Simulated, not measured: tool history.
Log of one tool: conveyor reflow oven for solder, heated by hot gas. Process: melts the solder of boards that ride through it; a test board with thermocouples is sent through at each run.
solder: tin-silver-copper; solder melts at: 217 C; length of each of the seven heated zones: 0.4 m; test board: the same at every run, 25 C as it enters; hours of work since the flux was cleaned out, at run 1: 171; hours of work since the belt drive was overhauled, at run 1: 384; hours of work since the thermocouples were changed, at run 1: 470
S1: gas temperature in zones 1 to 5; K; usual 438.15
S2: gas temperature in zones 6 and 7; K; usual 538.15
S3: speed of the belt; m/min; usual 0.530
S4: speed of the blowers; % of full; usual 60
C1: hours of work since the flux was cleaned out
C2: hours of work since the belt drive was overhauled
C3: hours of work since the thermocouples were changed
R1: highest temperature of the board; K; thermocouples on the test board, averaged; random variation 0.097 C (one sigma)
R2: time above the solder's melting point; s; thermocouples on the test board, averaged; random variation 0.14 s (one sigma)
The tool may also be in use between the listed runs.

Run 1, hour 0.0: usual settings; C1 171; C2 384; C3 470. Result: R1 520.79 K, R2 59.7 s.
Run 2, hour 8.6: usual settings but S1 434.15 K; C1 177; C2 390; C3 476. Result: R1 520.08 K, R2 57.5 s.
Run 3, hour 17.3: usual settings but S1 434.15 K; C1 182; C2 395; C3 481. Result: R1 520.51 K, R2 57.7 s.
Run 4, hour 34.5: usual settings; C1 194; C2 406; C3 493. Result: R1 520.77 K, R2 59.8 s.
Run 5, hour 54.0: usual settings; C1 206; C2 419; C3 505. Result: R1 521.00 K, R2 60.0 s.
Run 6, hour 72.0: usual settings; C1 218; C2 431; C3 517. Result: R1 520.90 K, R2 59.7 s.
Run 7, hour 80.9: usual settings; C1 224; C2 437; C3 523. Result: R1 520.78 K, R2 60.0 s.
Run 8, hour 100.8: usual settings but S4 74 % of full; C1 237; C2 450; C3 536. Result: R1 525.23 K, R2 65.3 s.
Run 9, hour 110.5: usual settings but S4 74 % of full; C1 243; C2 456; C3 542. Result: R1 525.19 K, R2 65.6 s.
Run 10, hour 125.1: usual settings but S4 74 % of full; C1 253; C2 466; C3 552. Result: R1 525.48 K, R2 65.5 s.
Run 11, hour 140.0: usual settings; C1 263; C2 475; C3 562. Result: R1 520.90 K, R2 59.6 s.
Run 12, hour 152.7: usual settings; C1 271; C2 484; C3 570. Result: R1 520.90 K, R2 59.9 s.
Run 13, hour 167.2: usual settings but S1 435.15 K; C1 280; C2 493; C3 579. Result: R1 520.20 K, R2 58.3 s.
Run 14, hour 182.0: usual settings; C1 290; C2 503; C3 589. Result: R1 520.88 K, R2 60.0 s.
Run 15, hour 197.4: usual settings; C1 300; C2 513; C3 599. Result: R1 520.85 K, R2 59.8 s.
Run 16, hour 216.5: usual settings; C1 313; C2 525; C3 612. Result: R1 520.84 K, R2 60.0 s.
Run 17, hour 225.6: usual settings but S1 430.15 K, S2 550.15 K; C1 319; C2 531; C3 618. Result: R1 529.88 K, R2 65.1 s.
Run 18, hour 236.7: usual settings but S1 449.15 K, S2 544.15 K; C1 326; C2 539; C3 625. Result: R1 528.09 K, R2 70.3 s.
Run 19, hour 247.1: usual settings but S1 449.15 K, S2 527.15 K; C1 333; C2 545; C3 632. Result: R1 513.40 K, R2 56.5 s.
Run 20, hour 260.4: usual settings but S1 440.15 K, S2 548.15 K, S4 74 % of full; C1 341; C2 554; C3 640. Result: R1 534.50 K, R2 72.8 s.
Run 21, hour 277.7: usual settings but S2 553.15 K, S4 70 % of full; C1 353; C2 566; C3 652. Result: R1 537.68 K, R2 73.3 s.
Run 22, hour 286.2: usual settings but S2 534.15 K; C1 358; C2 571; C3 657. Result: R1 517.35 K, R2 56.4 s.
Run 23, hour 302.5: usual settings but S2 552.15 K; C1 369; C2 582; C3 668. Result: R1 533.26 K, R2 70.2 s.
Run 24, hour 312.1: usual settings but S1 434.15 K, S2 526.15 K, S3 0.448 m/min; C1 375; C2 588; C3 674. Result: R1 514.54 K, R2 64.3 s.
Run 25, hour 327.5: usual settings but S2 528.15 K, S3 0.455 m/min; C1 385; C2 598; C3 684. Result: R1 516.40 K, R2 67.3 s.
Run 26, hour 336.0: usual settings but S3 0.494 m/min, S4 86 % of full; C1 391; C2 604; C3 690. Result: R1 529.72 K, R2 75.7 s.
At hour 352.2: flux residue cleaned out of gas plates and filters.
Run 27, hour 361.2: usual settings but S1 426.15 K, S2 534.15 K, S3 0.494 m/min, S4 65 % of full; C1 6; C2 617; C3 703. Result: R1 519.28 K, R2 59.9 s.
Run 28, hour 375.5: usual settings but S2 540.15 K, S4 73 % of full; C1 15; C2 626; C3 712. Result: R1 526.91 K, R2 66.6 s.
Run 29, hour 389.1: usual settings but S2 540.15 K, S4 73 % of full; C1 24; C2 635; C3 721. Result: R1 526.94 K, R2 66.4 s.
Run 30, hour 409.1: usual settings but S1 429.15 K, S2 534.15 K, S4 73 % of full; C1 37; C2 648; C3 734. Result: R1 520.28 K, R2 57.7 s.
Run 31, hour 428.4: usual settings but S1 446.15 K, S2 534.15 K, S4 64 % of full; C1 50; C2 661; C3 747. Result: R1 520.23 K, R2 63.3 s.

Forecast each of these 4 alternatives for the next run:
Run A, hour 439.0: usual settings but S1 437.15 K, S2 534.15 K, S3 0.500 m/min; C1 57; C2 668; C3 754. Result: R1 ?, R2 ?.
Run B, hour 439.0: usual settings but S1 446.15 K, S2 530.15 K, S4 70 % of full; C1 57; C2 668; C3 754. Result: R1 ?, R2 ?.
Run C, hour 439.0: usual settings but S3 0.615 m/min; C1 57; C2 668; C3 754. Result: R1 ?, R2 ?.
Run D, hour 439.0: usual settings but S1 446.15 K, S2 548.15 K, S3 0.469 m/min, S4 78 % of full; C1 57; C2 668; C3 754. Result: R1 ?, R2 ?.

run      R1    R2
  A  518.95  62.2
  B  518.15  62.1
  C  515.45  44.9
  D  539.39  88.6
Without the tool's hidden state the same runs would have given:
run      R1    R2
  A  518.94  62.2
  B  518.13  62.0
  C  515.44  44.8
  D  539.37  88.6
